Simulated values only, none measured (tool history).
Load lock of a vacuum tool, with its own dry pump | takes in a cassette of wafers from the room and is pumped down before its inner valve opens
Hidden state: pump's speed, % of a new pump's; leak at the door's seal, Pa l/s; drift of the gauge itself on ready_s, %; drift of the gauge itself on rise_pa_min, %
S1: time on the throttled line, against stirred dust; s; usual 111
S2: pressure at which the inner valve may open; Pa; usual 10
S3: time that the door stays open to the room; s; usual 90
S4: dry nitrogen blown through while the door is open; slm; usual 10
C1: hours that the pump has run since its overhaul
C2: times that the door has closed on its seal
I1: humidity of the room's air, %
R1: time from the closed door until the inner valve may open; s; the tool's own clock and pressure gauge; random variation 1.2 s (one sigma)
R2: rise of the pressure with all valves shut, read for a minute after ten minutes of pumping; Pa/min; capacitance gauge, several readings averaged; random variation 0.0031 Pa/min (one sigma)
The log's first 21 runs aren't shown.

{"run": 22, "hour": 1341.6, "S1": 73, "S2": 12, "S3": 28, "S4": 27, "C1": 10135, "C2": 10480, "I1": 47.9, "R1": 166.2, "R2": 0.065}
{"run": 23, "hour": 1421.3, "S1": 220, "S2": 8, "S3": 32, "S4": 15, "C1": 10215, "C2": 10740, "I1": 44.5, "R1": 293.5, "R2": 0.069}
{"run": 24, "hour": 1512.0, "S1": 220, "S2": 8, "S3": 32, "S4": 15, "C1": 10305, "C2": 11036, "I1": 43.7, "R1": 292.6, "R2": 0.073}
{"run": 25, "hour": 1580.5, "S1": 220, "S2": 8, "S3": 32, "S4": 15, "C1": 10374, "C2": 11259, "I1": 41.6, "R1": 294.6, "R2": 0.074}
{"run": 26, "hour": 1635.0, "S1": 121, "S2": 11, "S3": 79, "S4": 5, "C1": 10428, "C2": 11436, "I1": 43.8, "R1": 205.6, "R2": 0.115}
{"run": 27, "hour": 1684.9, "S1": 111, "S2": 8, "S3": 90, "S4": 10, "C1": 10478, "C2": 11599, "I1": 46.1, "R1": 204.1, "R2": 0.113}
{"run": 28, "hour": 1752.7, "S1": 111, "S2": 8, "S3": 90, "S4": 10, "C1": 10546, "C2": 11820, "I1": 43.7, "R1": 204.6, "R2": 0.114}
{"run": 29, "hour": 1839.3, "S1": 111, "S2": 10, "S3": 172, "S4": 10, "C1": 10633, "C2": 12102, "I1": 44.9, "R1": 203.1, "R2": 0.164}
{"run": 30, "hour": 1892.6, "S1": 104, "S2": 8, "S3": 66, "S4": 4, "C1": 10686, "C2": 12275, "I1": 46.3, "R1": 197.6, "R2": 0.108}
{"run": 31, "hour": 1965.5, "S1": 104, "S2": 8, "S3": 66, "S4": 4, "C1": 10759, "C2": 12513, "I1": 48.6, "R1": 198.8, "R2": 0.114}
{"run": 32, "hour": 2006.2, "S1": 111, "S2": 19, "S3": 90, "S4": 10, "C1": 10800, "C2": 12645, "I1": 43.3, "R1": 191.1, "R2": 0.118}

Forecast each of these 4 alternatives for the next run:
{"run": "A", "hour": 2074.3, "S1": 111, "S2": 10, "S3": 90, "S4": 18, "C1": 10868, "C2": 12867, "I1": 45, "R1": "?", "R2": "?"}
{"run": "B", "hour": 2074.3, "S1": 111, "S2": 19, "S3": 39, "S4": 10, "C1": 10868, "C2": 12867, "I1": 43.8, "R1": "?", "R2": "?"}
{"run": "C", "hour": 2074.3, "S1": 111, "S2": 17, "S3": 90, "S4": 10, "C1": 10868, "C2": 12867, "I1": 43.7, "R1": "?", "R2": "?"}
{"run": "D", "hour": 2074.3, "S1": 111, "S2": 10, "S3": 90, "S4": 25, "C1": 10868, "C2": 12867, "I1": 45.9, "R1": "?", "R2": "?"}

run=A R1=202.1 R2=0.112
run=B R1=192.9 R2=0.087
run=C R1=195.7 R2=0.118
run=D R1=202.6 R2=0.11
Without the tool's hidden state the same runs would have given:
run=A R1=193.7 R2=0.057
run=B R1=185.2 R2=0.033
run=C R1=187.8 R2=0.064
run=D R1=194.1 R2=0.055

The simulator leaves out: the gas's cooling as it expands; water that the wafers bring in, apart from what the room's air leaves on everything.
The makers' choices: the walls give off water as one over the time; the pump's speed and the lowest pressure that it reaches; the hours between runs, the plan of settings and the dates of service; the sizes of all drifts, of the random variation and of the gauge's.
